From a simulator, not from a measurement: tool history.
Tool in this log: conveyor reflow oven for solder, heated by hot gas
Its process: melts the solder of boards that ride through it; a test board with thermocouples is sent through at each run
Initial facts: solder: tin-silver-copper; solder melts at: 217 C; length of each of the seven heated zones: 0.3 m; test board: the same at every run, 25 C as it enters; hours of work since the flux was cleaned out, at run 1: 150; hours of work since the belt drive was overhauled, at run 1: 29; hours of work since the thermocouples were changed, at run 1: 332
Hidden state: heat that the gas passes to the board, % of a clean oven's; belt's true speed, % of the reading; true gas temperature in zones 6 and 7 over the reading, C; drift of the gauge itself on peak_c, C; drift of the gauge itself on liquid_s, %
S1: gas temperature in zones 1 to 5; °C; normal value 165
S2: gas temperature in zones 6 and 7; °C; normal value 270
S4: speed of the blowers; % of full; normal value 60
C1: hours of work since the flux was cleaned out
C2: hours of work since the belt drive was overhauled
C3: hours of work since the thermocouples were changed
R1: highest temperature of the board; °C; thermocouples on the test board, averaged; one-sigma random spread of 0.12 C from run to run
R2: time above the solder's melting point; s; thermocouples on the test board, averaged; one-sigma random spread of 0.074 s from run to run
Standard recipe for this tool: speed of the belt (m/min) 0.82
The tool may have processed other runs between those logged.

run 1 hour=0 | S1=165 S2=270 speed_of_the_belt_(m/min)=0.82 S4=60 | C1=150 C2=29 C3=332 | R1=248.5 R2=28.68
run 2 hour=12.4 | S1=165 S2=270 speed_of_the_belt_(m/min)=0.82 S4=60 | C1=157 C2=36 C3=340 | R1=248.6 R2=28.85
run 3 hour=26.2 | S1=165 S2=270 speed_of_the_belt_(m/min)=0.82 S4=60 | C1=165 C2=44 C3=347 | R1=248.3 R2=28.93
run 4 hour=36.4 | S1=176 S2=270 speed_of_the_belt_(m/min)=0.82 S4=60 | C1=171 C2=50 C3=353 | R1=251 R2=32.1
run 5 hour=47.6 | S1=176 S2=270 speed_of_the_belt_(m/min)=0.82 S4=60 | C1=178 C2=56 C3=360 | R1=250.7 R2=32.09
run 6 hour=58 | S1=159 S2=270 speed_of_the_belt_(m/min)=0.82 S4=60 | C1=184 C2=62 C3=366 | R1=247.1 R2=26.96
run 7 hour=71.5 | S1=159 S2=270 speed_of_the_belt_(m/min)=0.82 S4=60 | C1=191 C2=70 C3=373 | R1=247.1 R2=27.18
run 8 hour=81.1 | S1=165 S2=270 speed_of_the_belt_(m/min)=0.82 S4=60 | C1=197 C2=75 C3=379 | R1=248.5 R2=28.74
run 9 hour=96.7 | S1=165 S2=270 speed_of_the_belt_(m/min)=0.82 S4=60 | C1=206 C2=84 C3=388 | R1=248.6 R2=28.72
run 10 hour=112.6 | S1=165 S2=271 speed_of_the_belt_(m/min)=0.82 S4=60 | C1=215 C2=93 C3=397 | R1=249.2 R2=29.14
run 11 hour=125.9 | S1=165 S2=270 speed_of_the_belt_(m/min)=0.82 S4=61 | C1=222 C2=101 C3=405 | R1=248.4 R2=28.91
run 12 hour=140.7 | S1=165 S2=270 speed_of_the_belt_(m/min)=0.977 S4=60 | C1=231 C2=109 C3=413 | R1=240.8 R2=19.63
run 13 hour=149.3 | S1=165 S2=270 speed_of_the_belt_(m/min)=0.977 S4=60 | C1=236 C2=114 C3=418 | R1=240.8 R2=19.64
run 14 hour=168.3 | S1=165 S2=270 speed_of_the_belt_(m/min)=0.977 S4=60 | C1=247 C2=125 C3=429 | R1=240.6 R2=19.62
run 15 hour=184.1 | S1=165 S2=270 speed_of_the_belt_(m/min)=0.82 S4=60 | C1=256 C2=134 C3=438 | R1=248.3 R2=28.56
-- hour=190.5 flux residue cleaned out of gas plates and filters
run 16 hour=206.5 | S1=175 S2=263 speed_of_the_belt_(m/min)=0.825 S4=66 | C1=9 C2=144 C3=448 | R1=244.9 R2=28.83
run 17 hour=219.1 | S1=165 S2=283 speed_of_the_belt_(m/min)=0.82 S4=60 | C1=16 C2=151 C3=455 | R1=258.5 R2=32.88
run 18 hour=233.5 | S1=169 S2=283 speed_of_the_belt_(m/min)=0.698 S4=76 | C1=25 C2=160 C3=463 | R1=268.3 R2=44.2
run 19 hour=247.1 | S1=165 S2=270 speed_of_the_belt_(m/min)=0.856 S4=52 | C1=32 C2=167 C3=471 | R1=243.5 R2=24.35
run 20 hour=264.7 | S1=165 S2=270 speed_of_the_belt_(m/min)=0.721 S4=52 | C1=42 C2=178 C3=481 | R1=250.4 R2=34.16
-- hour=271.5 flux residue cleaned out of gas plates and filters, once more
run 21 hour=289 | S1=165 S2=271 speed_of_the_belt_(m/min)=0.876 S4=60 | C1=10 C2=189 C3=492 | R1=247.8 R2=26.53

Run 22 has not been measured yet. What should we expect?
run 22 hour=305.9 | S1=165 S2=272 speed_of_the_belt_(m/min)=0.87 S4=60 | C1=20 C2=198 C3=502 | R1=? R2=?

R1: 248.8 °C
R2: 27.15 s
On a tool with no hidden condition, and with the same random variation, this run would have come out at R1 248.3 °C, R2 26.78 s.
